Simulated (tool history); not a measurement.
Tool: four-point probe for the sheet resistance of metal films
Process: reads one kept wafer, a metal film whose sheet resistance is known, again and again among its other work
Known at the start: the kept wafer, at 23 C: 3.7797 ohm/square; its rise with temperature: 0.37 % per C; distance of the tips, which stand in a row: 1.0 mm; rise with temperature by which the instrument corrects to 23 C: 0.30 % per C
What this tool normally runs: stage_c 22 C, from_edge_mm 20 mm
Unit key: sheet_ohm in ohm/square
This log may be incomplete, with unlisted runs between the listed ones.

Run 1, hour 0: usual settings. Result: sheet_ohm 3.775566 ohm/square.
Run 2, hour 44: usual settings but from_edge_mm 39 mm. Result: sheet_ohm 3.772943 ohm/square.
Run 3, hour 110.8: usual settings but stage_c 31 C, from_edge_mm 39 mm. Result: sheet_ohm 3.795633 ohm/square.
Run 4, hour 155.2: usual settings. Result: sheet_ohm 3.777317 ohm/square.
Run 5, hour 195.4: usual settings. Result: sheet_ohm 3.778824 ohm/square.
Run 6, hour 251.4: usual settings but stage_c 33 C. Result: sheet_ohm 3.805387 ohm/square.
Run 7, hour 282.9: usual settings but stage_c 33 C. Result: sheet_ohm 3.803994 ohm/square.
Run 8, hour 329.7: usual settings but stage_c 33 C. Result: sheet_ohm 3.806168 ohm/square.
Run 9, hour 374.4: usual settings but stage_c 33 C. Result: sheet_ohm 3.806725 ohm/square.
Run 10, hour 432.9: usual settings but stage_c 33 C. Result: sheet_ohm 3.805996 ohm/square.
Run 11, hour 495.6: usual settings but stage_c 33 C, from_edge_mm 56 mm. Result: sheet_ohm 3.801656 ohm/square.
Run 12, hour 536.4: usual settings but stage_c 34 C. Result: sheet_ohm 3.809564 ohm/square.
At hour 542.8: stage's thermometer calibrated.
Run 13, hour 591.3: usual settings but stage_c 34 C, from_edge_mm 6 mm. Result: sheet_ohm 3.861814 ohm/square.
Run 14, hour 644.8: usual settings but stage_c 30 C, from_edge_mm 49 mm. Result: sheet_ohm 3.797632 ohm/square.
At hour 688.4: stage's thermometer calibrated, once more.
Run 15, hour 696.4: usual settings but stage_c 30 C, from_edge_mm 49 mm. Result: sheet_ohm 3.792611 ohm/square.
Run 16, hour 727.6: usual settings but stage_c 30 C, from_edge_mm 49 mm. Result: sheet_ohm 3.794084 ohm/square.
Run 17, hour 783.2: usual settings but stage_c 30 C, from_edge_mm 49 mm. Result: sheet_ohm 3.793778 ohm/square.
Run 18, hour 833: usual settings but stage_c 19 C, from_edge_mm 30 mm. Result: sheet_ohm 3.769632 ohm/square.

4 ways to go on from here, each from the tool as it stands after run 18. What would each give?
Run A, hour 888.5: usual settings but stage_c 20 C, from_edge_mm 41 mm. Result: sheet_ohm ?.
Run B, hour 888.5: usual settings but from_edge_mm 50 mm. Result: sheet_ohm ?.
Run C, hour 888.5: usual settings but stage_c 29 C, from_edge_mm 22 mm. Result: sheet_ohm ?.
Run D, hour 888.5: usual settings but from_edge_mm 5 mm. Result: sheet_ohm ?.

run  sheet_ohm
  A   3.771038
  B   3.775675
  C   3.796544
  D   3.854479
Stripped of hidden state, with their random variation kept, the same runs would have yielded:
run  sheet_ohm
  A   3.773918
  B   3.778561
  C   3.799452
  D    3.85742
